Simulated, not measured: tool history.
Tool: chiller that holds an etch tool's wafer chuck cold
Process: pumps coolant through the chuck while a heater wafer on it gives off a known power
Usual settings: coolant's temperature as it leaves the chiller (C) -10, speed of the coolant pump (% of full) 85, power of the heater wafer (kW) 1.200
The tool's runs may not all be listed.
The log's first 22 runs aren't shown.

run    hour  coolant's temperature as it leaves the chiller (C)  speed of the coolant pump (% of full)  power of the heater wafer (kW)  hours since the coolant was changed and the channels were flushed  hours since the pump was overhauled  hours since the chiller's thermometer was calibrated  chuck's temperature once it has settled (C)  how much warmer the coolant comes back (C)
 23  1377.3                                                 -10                                     92                           1.192                                                               2241                                 4135                                                  2380                                          2.4                                        3.30
 24  1433.3                                                  -1                                     88                           1.428                                                               2297                                 4191                                                  2436                                         14.5                                        4.17
 25  1497.0                                                  -1                                     88                           1.428                                                               2360                                 4255                                                  2500                                         14.4                                        4.17
 26  1558.1                                                 -15                                     89                           1.773                                                               2421                                 4316                                                  2561                                          4.2                                        5.07
 27  1648.5                                                  -6                                     74                           1.773                                                               2512                                 4406                                                  2651                                         15.3                                        6.14
 28  1698.4                                                  -2                                     86                           1.234                                                               2562                                 4456                                                  2701                                         11.6                                        3.73
 29  1757.5                                                  -2                                     86                           1.234                                                               2621                                 4515                                                  2760                                         11.6                                        3.73
 30  1839.9                                                 -19                                     85                           0.713                                                               2703                                 4598                                                  2843                                        -11.1                                        2.19
 31  1889.2                                                 -19                                     85                           0.713                                                               2752                                 4647                                                  2892                                        -11.1                                        2.15
 32  1958.1                                                 -12                                     85                           1.189                                                               2821                                 4716                                                  2961                                          1.3                                        3.62

3 ways to go on from here, each from the tool as it stands after run 32. What would each give?
  A  2022.4                                                  -5                                     85                           0.875                                                               2886                                 4780                                                  3025                                            ?                                           ?
  B  2022.4                                                  -6                                     89                           0.622                                                               2886                                 4780                                                  3025                                            ?                                           ?
  C  2022.4                                                 -12                                     85                           1.074                                                               2886                                 4780                                                  3025                                            ?                                           ?

run  chuck's temperature once it has settled (C)  how much warmer the coolant comes back (C)
  A                                          4.7                                        2.66
  B                                          0.5                                        1.81
  C                                          0.1                                        3.29
Without the tool's hidden state the same runs would have given:
run  chuck's temperature once it has settled (C)  how much warmer the coolant comes back (C)
  A                                          3.6                                        2.34
  B                                         -0.2                                        1.60
  C                                         -1.2                                        2.90
